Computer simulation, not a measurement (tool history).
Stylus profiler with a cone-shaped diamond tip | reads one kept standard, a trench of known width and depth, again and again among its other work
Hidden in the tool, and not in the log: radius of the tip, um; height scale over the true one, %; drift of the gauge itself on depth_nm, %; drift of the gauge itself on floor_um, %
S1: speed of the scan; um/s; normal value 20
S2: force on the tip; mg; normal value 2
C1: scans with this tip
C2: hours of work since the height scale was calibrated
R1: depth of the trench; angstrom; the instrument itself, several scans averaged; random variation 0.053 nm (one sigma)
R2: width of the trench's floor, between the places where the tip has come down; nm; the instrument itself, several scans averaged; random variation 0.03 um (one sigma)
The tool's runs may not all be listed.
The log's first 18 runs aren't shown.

run	day	S1	S2	C1	C2	R1	R2
19	73.725	6	2.36	23727	402	2028.5	18000
20	76.358	10	2.11	24060	438	2027.5	17960
21	81.883	10	2.11	24762	512	2026.8	17980
22	85	7	2.68	25157	554	2031.1	18000
23	90.079	66	4.6	25802	622	2045.1	17800
24	94.875	15	2	26410	687	2025.5	17950
25	97.988	20	3.89	26805	728	2039.8	17920
26	102.788	20	3.89	27415	793	2040.4	17980
27	106.896	20	3.89	27936	848	2039.5	17960
# day 110.992: new tip fitted, height scale calibrated
28	111.188	59	1.69	25	3	2022.7	17770
29	114.633	59	1.69	462	49	2022.9	17740
30	117.608	59	1.69	840	89	2023.3	17770
31	122.658	5	5.15	1481	157	2048.1	18030

5 ways to go on from here, each from the tool as it stands after run 31. What would each give?
A	127.208	62	2.35	2058	218	?	?
B	127.208	9	1.77	2058	218	?	?
C	127.208	36	1	2058	218	?	?
D	127.208	20	4.97	2058	218	?	?
E	127.208	8	4.95	2058	218	?	?

run	R1	R2
A	2029	17810
B	2023.2	17990
C	2016.1	17820
D	2047.6	18000
E	2045.8	18020
With the hidden condition removed and each run's random variation left untouched, the same runs would have given:
run	R1	R2
A	2029	17810
B	2023.1	17990
C	2016.1	17820
D	2047.5	18000
E	2045.8	18020
